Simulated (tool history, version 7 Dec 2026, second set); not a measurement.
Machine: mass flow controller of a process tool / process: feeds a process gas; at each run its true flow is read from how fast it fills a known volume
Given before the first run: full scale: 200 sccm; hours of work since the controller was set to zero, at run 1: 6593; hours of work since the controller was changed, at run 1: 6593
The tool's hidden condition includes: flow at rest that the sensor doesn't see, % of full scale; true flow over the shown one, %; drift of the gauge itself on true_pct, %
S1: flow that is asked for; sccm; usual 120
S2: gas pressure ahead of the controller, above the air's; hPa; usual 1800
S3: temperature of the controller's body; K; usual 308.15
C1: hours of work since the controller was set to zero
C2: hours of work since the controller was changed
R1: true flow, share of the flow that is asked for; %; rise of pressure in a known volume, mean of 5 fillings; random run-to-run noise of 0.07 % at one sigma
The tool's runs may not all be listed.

run	hour	S1	S2	S3	C1	C2	R1
1	0.0	120	1800	308.15	6593	6593	99.99
2	261.5	120	1800	308.15	6775	6775	100.04
3	519.6	120	1800	308.15	6955	6955	100.04
4	901.5	120	1800	308.15	7221	7221	100.21
5	1254.5	120	1800	308.15	7467	7467	100.22
6	1823.9	120	1800	308.15	7864	7864	100.29
7	2373.3	120	1800	308.15	8247	8247	100.43
8	2833.4	120	1800	308.15	8568	8568	100.52
9	3115.4	120	1800	300.15	8764	8764	100.76
# hour 3289.6: controller's zero set anew
10	3640.0	120	1800	300.15	244	9129	101.11
11	3945.6	120	1800	298.15	457	9342	101.08
12	4260.1	120	1800	308.15	676	9562	100.91
13	4534.4	120	1800	308.15	867	9753	101.02
14	4912.6	120	1800	308.15	1131	10016	101.06
# hour 5124.8: controller's zero set anew, once more
15	5394.7	120	1800	308.15	188	10352	100.23
16	5907.4	120	1800	308.15	545	10709	100.23
17	6414.8	120	1800	308.15	899	11063	100.43
18	6736.1	120	1800	308.15	1123	11287	100.37
19	7078.1	120	1800	308.15	1361	11525	100.43
20	7359.1	120	1800	308.15	1557	11721	100.27
21	7696.0	120	1800	308.15	1792	11956	100.53
22	8051.1	120	1800	308.15	2039	12203	100.73
23	8354.1	120	1800	308.15	2250	12414	100.59
24	8699.3	120	1800	308.15	2491	12655	100.75
# hour 8855.6: controller exchanged for a calibrated one
25	9213.6	134	2320	310.15	249	249	99.27
26	9734.6	22	2130	296.15	613	613	98.70
27	10134.4	120	1680	302.15	891	891	98.93
28	10379.0	165	1820	308.15	1062	1062	99.52
29	10685.7	165	1820	308.15	1275	1275	99.54
30	11134.6	67	1800	308.15	1588	1588	98.53
31	11487.9	67	1800	308.15	1834	1834	98.61
32	11807.5	67	1800	308.15	2057	2057	98.67
33	12378.0	26	1990	301.15	2455	2455	99.14
34	12822.3	26	1990	301.15	2764	2764	99.24
35	13210.0	71	1800	304.15	3034	3034	99.11
36	13715.2	163	1660	308.15	3387	3387	99.77
37	14192.1	163	1660	308.15	3719	3719	99.84
38	14567.4	59	1660	308.15	3980	3980	99.03
39	14938.7	120	1610	308.15	4239	4239	99.36
40	15469.5	96	2420	296.15	4609	4609	100.23
41	15996.2	120	1760	308.15	4976	4976	99.74
42	16273.8	120	1760	308.15	5170	5170	99.74
43	16533.5	23	1900	302.15	5351	5351	100.49
44	16879.5	95	2510	299.15	5592	5592	100.43
45	17277.0	70	1430	305.15	5869	5869	99.32
46	17560.4	120	1800	302.15	6066	6066	99.95
47	17951.4	29	1840	293.15	6339	6339	100.61

Below, each run's measurement less what the same run would have read without the hidden state. Both values contain the same run-to-run variation, but the gauge's scatter may not be the same in both:
run	R1
1	+1.37
2	+1.41
3	+1.44
4	+1.50
5	+1.55
6	+1.62
7	+1.70
8	+1.75
9	+1.79
10	+2.19
11	+2.24
12	+2.28
13	+2.33
14	+2.37
15	+1.52
16	+1.58
17	+1.66
18	+1.69
19	+1.75
20	+1.78
21	+1.83
22	+1.88
23	+1.93
24	+1.97
25	+0.11
26	+0.62
27	+0.24
28	+0.24
29	+0.27
30	+0.50
31	+0.56
32	+0.62
33	+1.31
34	+1.44
35	+0.83
36	+0.65
37	+0.71
38	+1.15
39	+0.88
40	+1.04
41	+1.02
42	+1.06
43	+2.75
44	+1.25
45	+1.50
46	+1.24
47	+2.70
